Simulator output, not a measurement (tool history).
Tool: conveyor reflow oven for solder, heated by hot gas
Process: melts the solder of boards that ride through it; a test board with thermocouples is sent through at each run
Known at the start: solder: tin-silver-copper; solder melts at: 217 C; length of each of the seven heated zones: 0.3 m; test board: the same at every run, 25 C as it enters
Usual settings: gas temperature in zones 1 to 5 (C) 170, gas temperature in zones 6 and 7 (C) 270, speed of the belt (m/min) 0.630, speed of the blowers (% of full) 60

run    hour  gas temperature in zones 1 to 5 (C)  gas temperature in zones 6 and 7 (C)  speed of the belt (m/min)  speed of the blowers (% of full)  highest temperature of the board (C)  time above the solder's melting point (s)
  1     0.0                                  170                                   270                      0.630                                60                                 248.3                                       39.2
  2    47.8                                  170                                   270                      0.630                                60                                 248.1                                       39.8
  3    85.3                                  170                                   270                      0.630                                60                                 247.8                                       39.1
  4   119.7                                  161                                   270                      0.630                                60                                 245.9                                       35.8
  5   180.5                                  160                                   270                      0.630                                60                                 245.4                                       34.4
      194.5  -- flux residue cleaned out of gas plates and filters
  6   227.7                                  170                                   270                      0.501                                60                                 255.6                                       56.8
  7   257.3                                  170                                   270                      0.571                                60                                 252.0                                       46.8
      288.5  -- thermocouples of zones 6 and 7 changed
  8   314.2                                  170                                   270                      0.630                                60                                 251.6                                       41.9
  9   358.7                                  170                                   270                      0.630                                60                                 251.9                                       40.8
 10   401.9                                  170                                   260                      0.630                                60                                 242.2                                       35.0
 11   430.2                                  170                                   260                      0.630                                60                                 242.2                                       35.7
 12   476.8                                  170                                   270                      0.630                                74                                 254.1                                       43.5
 13   513.1                                  170                                   270                      0.630                                74                                 254.5                                       43.5
 14   562.8                                  170                                   270                      0.630                                74                                 254.0                                       43.1
 15   618.5                                  170                                   270                      0.630                                74                                 253.5                                       43.6
      681.1  -- flux residue cleaned out of gas plates and filters
 16   681.1                                  170                                   270                      0.711                                60                                 248.2                                       34.0
 17   736.8                                  181                                   270                      0.630                                60                                 252.9                                       46.3
 18   797.8                                  172                                   270                      0.758                                60                                 244.7                                       30.3
 19   837.1                                  164                                   273                      0.532                                72                                 261.0                                       54.7
 20   886.7                                  170                                   270                      0.607                                60                                 252.2                                       43.9
 21   936.2                                  170                                   270                      0.607                                60                                 251.4                                       43.6
 22   981.9                                  170                                   270                      0.607                                60                                 251.8                                       42.9
     1007.9  -- belt drive overhauled, speed set with a stopwatch
 23  1041.7                                  170                                   262                      0.721                                60                                 238.0                                       27.0
 24  1101.9                                  170                                   262                      0.721                                60                                 237.7                                       26.2
 25  1163.0                                  164                                   275                      0.721                                60                                 245.8                                       30.7
     1173.6  -- flux residue cleaned out of gas plates and filters
 26  1196.9                                  164                                   277                      0.721                                60                                 250.1                                       32.7
 27  1228.6                                  158                                   268                      0.721                                77                                 246.7                                       30.6
 28  1269.3                                  172                                   280                      0.664                                84                                 264.0                                       45.4
 29  1322.9                                  177                                   274                      0.692                                76                                 255.0                                       41.6
 30  1374.7                                  177                                   274                      0.692                                76                                 255.9                                       41.1
 31  1415.6                                  177                                   274                      0.692                                76                                 255.3                                       41.1

3 ways to go on from here, each from the tool as it stands after run 31. What would each give?
  A  1466.3                                  158                                   281                      0.692                                76                                     ?                                          ?
  B  1466.3                                  177                                   260                      0.692                                55                                     ?                                          ?
  C  1466.3                                  180                                   260                      0.692                                76                                     ?                                          ?

run  highest temperature of the board (C)  time above the solder's melting point (s)
  A                                 257.4                                       37.6
  B                                 237.7                                       29.3
  C                                 243.4                                       36.0
Without the tool's hidden state the same runs would have given:
run  highest temperature of the board (C)  time above the solder's melting point (s)
  A                                 261.1                                       39.3
  B                                 240.7                                       31.8
  C                                 246.6                                       38.0
